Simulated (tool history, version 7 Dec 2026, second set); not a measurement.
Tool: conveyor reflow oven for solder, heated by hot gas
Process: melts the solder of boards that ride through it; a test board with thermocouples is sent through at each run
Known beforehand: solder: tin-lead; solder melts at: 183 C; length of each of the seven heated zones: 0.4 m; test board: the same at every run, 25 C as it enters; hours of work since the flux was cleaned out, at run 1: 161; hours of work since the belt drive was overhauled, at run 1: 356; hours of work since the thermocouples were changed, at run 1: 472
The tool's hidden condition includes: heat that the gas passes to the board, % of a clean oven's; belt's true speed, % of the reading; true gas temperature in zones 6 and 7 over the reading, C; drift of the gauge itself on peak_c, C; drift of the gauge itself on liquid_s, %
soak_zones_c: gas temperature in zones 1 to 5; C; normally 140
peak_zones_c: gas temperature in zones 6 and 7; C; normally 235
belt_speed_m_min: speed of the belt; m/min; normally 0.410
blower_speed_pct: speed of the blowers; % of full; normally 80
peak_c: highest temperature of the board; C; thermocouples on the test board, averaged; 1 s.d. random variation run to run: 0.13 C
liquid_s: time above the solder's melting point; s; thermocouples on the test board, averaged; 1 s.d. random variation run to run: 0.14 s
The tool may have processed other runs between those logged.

run	hour	soak_zones_c	peak_zones_c	belt_speed_m_min	blower_speed_pct	hours of work since the flux was cleaned out	hours of work since the belt drive was overhauled	hours of work since the thermocouples were changed	peak_c	liquid_s
1	0.0	140	235	0.410	80	161	356	472	221.3	94.0
2	22.0	140	235	0.410	80	172	367	483	221.2	93.8
3	38.7	140	235	0.410	80	181	376	492	221.3	93.5
4	54.8	140	235	0.410	80	189	384	500	221.4	93.5
5	87.7	140	235	0.435	80	206	401	517	219.3	85.6
6	111.3	140	235	0.410	80	218	413	529	221.0	93.1
7	128.6	140	235	0.410	80	227	422	538	220.9	93.1
8	148.3	140	235	0.410	80	237	432	548	221.1	93.3
9	179.7	140	235	0.410	80	253	448	564	220.8	93.0
# hour 187.5: flux residue cleaned out of gas plates and filters
10	215.7	140	235	0.465	80	14	464	580	215.6	75.4
11	240.2	140	235	0.477	80	27	477	593	214.6	72.0
12	263.9	140	235	0.477	80	39	489	605	214.4	71.9
# hour 289.6: flux residue cleaned out of gas plates and filters, once more
13	297.2	140	235	0.477	80	4	504	619	218.2	77.2
14	318.9	140	235	0.410	80	15	515	630	222.7	95.7

Run 15 comes next. What will it give?
15	333.8	148	245	0.427	53	23	522	638	?	?

peak_c: 222.8 C
liquid_s: 94.4 s
On a tool with no hidden condition, and with the same random variation, this run would have come out at peak_c 221.4 C, liquid_s 92.4 s.
